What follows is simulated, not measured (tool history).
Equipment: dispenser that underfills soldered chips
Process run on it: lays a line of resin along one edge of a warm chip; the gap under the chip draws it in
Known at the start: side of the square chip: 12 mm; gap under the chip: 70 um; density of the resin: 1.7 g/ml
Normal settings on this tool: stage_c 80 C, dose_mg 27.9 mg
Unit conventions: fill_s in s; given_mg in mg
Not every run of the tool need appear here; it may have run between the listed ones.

run 1 hour=0 | stage_c=80 dose_mg=27.9 | fill_s=87.5 given_mg=27.42
-- hour=5.8 new syringe of resin
run 2 hour=8.5 | stage_c=80 dose_mg=27.9 | fill_s=83.7 given_mg=27.1
-- hour=15.4 new syringe of resin
run 3 hour=18 | stage_c=80 dose_mg=27.9 | fill_s=84.6 given_mg=27.04
-- hour=25.5 new syringe of resin
run 4 hour=26.3 | stage_c=80 dose_mg=27.9 | fill_s=81.1 given_mg=26.83
-- hour=29.5 dispensing valve cleaned and set on the balance
-- hour=36.2 new syringe of resin
run 5 hour=36.4 | stage_c=80 dose_mg=27.9 | fill_s=80.4 given_mg=27.74
-- hour=46.6 new syringe of resin
run 6 hour=46.6 | stage_c=80 dose_mg=27.9 | fill_s=80 given_mg=27.6
-- hour=56.5 new syringe of resin
run 7 hour=59.7 | stage_c=80 dose_mg=27.2 | fill_s=86.6 given_mg=26.51
-- hour=66.8 new syringe of resin
run 8 hour=73.4 | stage_c=80 dose_mg=27.2 | fill_s=92.7 given_mg=26.27
-- hour=76.6 new syringe of resin
run 9 hour=80.5 | stage_c=80 dose_mg=27.9 | fill_s=86.6 given_mg=26.83
-- hour=85.1 dispensing valve cleaned and set on the balance
-- hour=87.3 new syringe of resin
run 10 hour=91.6 | stage_c=80 dose_mg=27.9 | fill_s=84.4 given_mg=27.67
-- hour=97.2 new syringe of resin
run 11 hour=100.6 | stage_c=80 dose_mg=27.9 | fill_s=84.8 given_mg=27.5
-- hour=106.9 new syringe of resin
run 12 hour=110 | stage_c=80 dose_mg=27.9 | fill_s=84.2 given_mg=27.44
-- hour=116.6 new syringe of resin
run 13 hour=119 | stage_c=80 dose_mg=27.9 | fill_s=84.1 given_mg=27.22
-- hour=126.2 new syringe of resin
run 14 hour=127.9 | stage_c=80 dose_mg=27.9 | fill_s=81.5 given_mg=26.98
-- hour=135.9 new syringe of resin
run 15 hour=136.1 | stage_c=80 dose_mg=27.9 | fill_s=77.9 given_mg=26.78
-- hour=141.1 dispensing valve cleaned and set on the balance
-- hour=146.5 new syringe of resin
run 16 hour=151.2 | stage_c=80 dose_mg=27.9 | fill_s=86.3 given_mg=27.75
-- hour=156.5 new syringe of resin
run 17 hour=160.3 | stage_c=80 dose_mg=30.9 | fill_s=83.3 given_mg=30.61
-- hour=166 new syringe of resin
run 18 hour=169.4 | stage_c=85 dose_mg=31.4 | fill_s=70.6 given_mg=30.88
-- hour=176.5 new syringe of resin
run 19 hour=180.8 | stage_c=83 dose_mg=29.6 | fill_s=77.6 given_mg=28.85

Forecast run 20:
-- hour=186.8 new syringe of resin
run 20 hour=188.4 | stage_c=83 dose_mg=29.6 | fill_s=? given_mg=?

{"run 20": {"fill_s": 71, "given_mg": 28.68}}
Minus the tool's unlogged condition, the same run would have read fill_s 75.2 s, given_mg 29.58 mg.

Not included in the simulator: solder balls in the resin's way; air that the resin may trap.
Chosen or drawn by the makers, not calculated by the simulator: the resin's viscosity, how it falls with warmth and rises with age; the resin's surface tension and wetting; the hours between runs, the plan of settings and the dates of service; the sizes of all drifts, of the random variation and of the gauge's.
